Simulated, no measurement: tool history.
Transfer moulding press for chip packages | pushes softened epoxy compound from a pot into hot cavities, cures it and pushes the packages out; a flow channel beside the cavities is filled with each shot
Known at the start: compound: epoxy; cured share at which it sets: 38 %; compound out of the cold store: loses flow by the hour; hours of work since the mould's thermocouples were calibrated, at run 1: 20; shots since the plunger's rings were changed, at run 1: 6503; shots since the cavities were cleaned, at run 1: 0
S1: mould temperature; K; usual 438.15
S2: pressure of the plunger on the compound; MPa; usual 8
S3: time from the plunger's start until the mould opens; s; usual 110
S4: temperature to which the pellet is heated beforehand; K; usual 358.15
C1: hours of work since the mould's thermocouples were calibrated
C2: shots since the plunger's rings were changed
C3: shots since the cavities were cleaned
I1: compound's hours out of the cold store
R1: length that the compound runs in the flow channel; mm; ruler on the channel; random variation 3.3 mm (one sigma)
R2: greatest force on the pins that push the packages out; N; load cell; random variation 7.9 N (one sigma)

run 1 hour=0 | S1=438.15 S2=8 S3=110 S4=358.15 | C1=20 C2=6503 C3=0 | I1=47 | R1=453 R2=348
run 2 hour=22.4 | S1=438.15 S2=8 S3=110 S4=358.15 | C1=30 C2=6651 C3=148 | I1=20.2 | R1=515 R2=421
run 3 hour=33.3 | S1=440.15 S2=8 S3=110 S4=358.15 | C1=34 C2=6722 C3=219 | I1=8.7 | R1=556 R2=429
-- hour=43.1 plunger's sealing rings changed
run 4 hour=51 | S1=440.15 S2=8 S3=110 S4=358.15 | C1=41 C2=52 C3=319 | I1=12.9 | R1=621 R2=441
run 5 hour=62.5 | S1=440.15 S2=8 S3=110 S4=358.15 | C1=45 C2=128 C3=395 | I1=26.9 | R1=571 R2=465
run 6 hour=73.9 | S1=438.15 S2=8 S3=110 S4=358.15 | C1=50 C2=203 C3=470 | I1=30.9 | R1=560 R2=514
run 7 hour=92.8 | S1=438.15 S2=8 S3=110 S4=358.15 | C1=58 C2=327 C3=594 | I1=9.5 | R1=641 R2=596
-- hour=98.1 cavities cleaned with cleaning compound and waxed
run 8 hour=107.6 | S1=438.15 S2=8 S3=110 S4=358.15 | C1=63 C2=415 C3=63 | I1=12.9 | R1=619 R2=387
run 9 hour=122.7 | S1=440.15 S2=8 S3=110 S4=358.15 | C1=70 C2=514 C3=162 | I1=27.6 | R1=569 R2=406
run 10 hour=135.8 | S1=438.15 S2=8 S3=110 S4=358.15 | C1=75 C2=600 C3=248 | I1=35.6 | R1=544 R2=457
run 11 hour=151.6 | S1=438.15 S2=8 S3=110 S4=358.15 | C1=81 C2=703 C3=351 | I1=18.3 | R1=603 R2=518
run 12 hour=162.2 | S1=438.15 S2=8 S3=110 S4=358.15 | C1=86 C2=773 C3=421 | I1=34.8 | R1=544 R2=528
run 13 hour=184.8 | S1=438.15 S2=8 S3=110 S4=358.15 | C1=95 C2=922 C3=570 | I1=27 | R1=569 R2=564
-- hour=194.1 cavities cleaned with cleaning compound and waxed
run 14 hour=210.2 | S1=438.15 S2=8.76 S3=110 S4=358.15 | C1=105 C2=1079 C3=106 | I1=26.8 | R1=591 R2=394
run 15 hour=225.6 | S1=438.15 S2=8.76 S3=110 S4=358.15 | C1=111 C2=1180 C3=207 | I1=12.5 | R1=641 R2=439
run 16 hour=250 | S1=438.15 S2=6.04 S3=110 S4=358.15 | C1=122 C2=1341 C3=368 | I1=35.2 | R1=471 R2=508
run 17 hour=269.1 | S1=435.15 S2=8.08 S3=113 S4=358.15 | C1=129 C2=1466 C3=493 | I1=36.6 | R1=549 R2=572
-- hour=291.2 cavities cleaned with cleaning compound and waxed
run 18 hour=293 | S1=435.15 S2=8.08 S3=113 S4=358.15 | C1=139 C2=1614 C3=13 | I1=15.4 | R1=615 R2=397
run 19 hour=315.2 | S1=435.15 S2=8.08 S3=113 S4=358.15 | C1=148 C2=1759 C3=158 | I1=35 | R1=541 R2=458
run 20 hour=326.5 | S1=435.15 S2=6.68 S3=113 S4=352.15 | C1=152 C2=1833 C3=232 | I1=40.7 | R1=480 R2=483
run 21 hour=350.9 | S1=435.15 S2=6.68 S3=113 S4=352.15 | C1=163 C2=1994 C3=393 | I1=31.4 | R1=504 R2=568
run 22 hour=367.6 | S1=435.15 S2=6.68 S3=113 S4=352.15 | C1=169 C2=2104 C3=503 | I1=44.2 | R1=470 R2=604
-- hour=386.7 cavities cleaned with cleaning compound and waxed
run 23 hour=388.9 | S1=434.15 S2=6.56 S3=135 S4=352.15 | C1=178 C2=2234 C3=14 | I1=25.7 | R1=515 R2=331
run 24 hour=404.6 | S1=438.15 S2=8.34 S3=110 S4=358.15 | C1=184 C2=2337 C3=117 | I1=44.3 | R1=516 R2=403
run 25 hour=425.7 | S1=440.15 S2=8 S3=94 S4=348.15 | C1=193 C2=2476 C3=256 | I1=25.5 | R1=558 R2=528
run 26 hour=440.4 | S1=440.15 S2=8 S3=94 S4=348.15 | C1=199 C2=2572 C3=352 | I1=8.1 | R1=608 R2=601
run 27 hour=459.1 | S1=444.15 S2=9.62 S3=147 S4=366.15 | C1=207 C2=2696 C3=476 | I1=39.6 | R1=548 R2=450
-- hour=482.4 cavities cleaned with cleaning compound and waxed
run 28 hour=482.8 | S1=438.15 S2=8 S3=115 S4=350.15 | C1=216 C2=2841 C3=2 | I1=36.6 | R1=524 R2=341
run 29 hour=506.8 | S1=434.15 S2=6.01 S3=138 S4=355.15 | C1=226 C2=2999 C3=160 | I1=20 | R1=499 R2=409

3 ways to go on from here, each from the tool as it stands after run 29. What would each give?
run A hour=523.1 | S1=440.15 S2=8 S3=136 S4=348.15 | C1=232 C2=3106 C3=267 | I1=27.5 | R1=? R2=?
run B hour=523.1 | S1=434.15 S2=6.01 S3=138 S4=365.15 | C1=232 C2=3106 C3=267 | I1=45.5 | R1=? R2=?
run C hour=523.1 | S1=438.15 S2=6.79 S3=140 S4=365.15 | C1=232 C2=3106 C3=267 | I1=8.3 | R1=? R2=?

run=A R1=538 R2=424
run=B R1=431 R2=417
run=C R1=558 R2=415
Without the tool's hidden state the same runs would have given:
run=A R1=574 R2=315
run=B R1=460 R2=307
run=C R1=595 R2=308

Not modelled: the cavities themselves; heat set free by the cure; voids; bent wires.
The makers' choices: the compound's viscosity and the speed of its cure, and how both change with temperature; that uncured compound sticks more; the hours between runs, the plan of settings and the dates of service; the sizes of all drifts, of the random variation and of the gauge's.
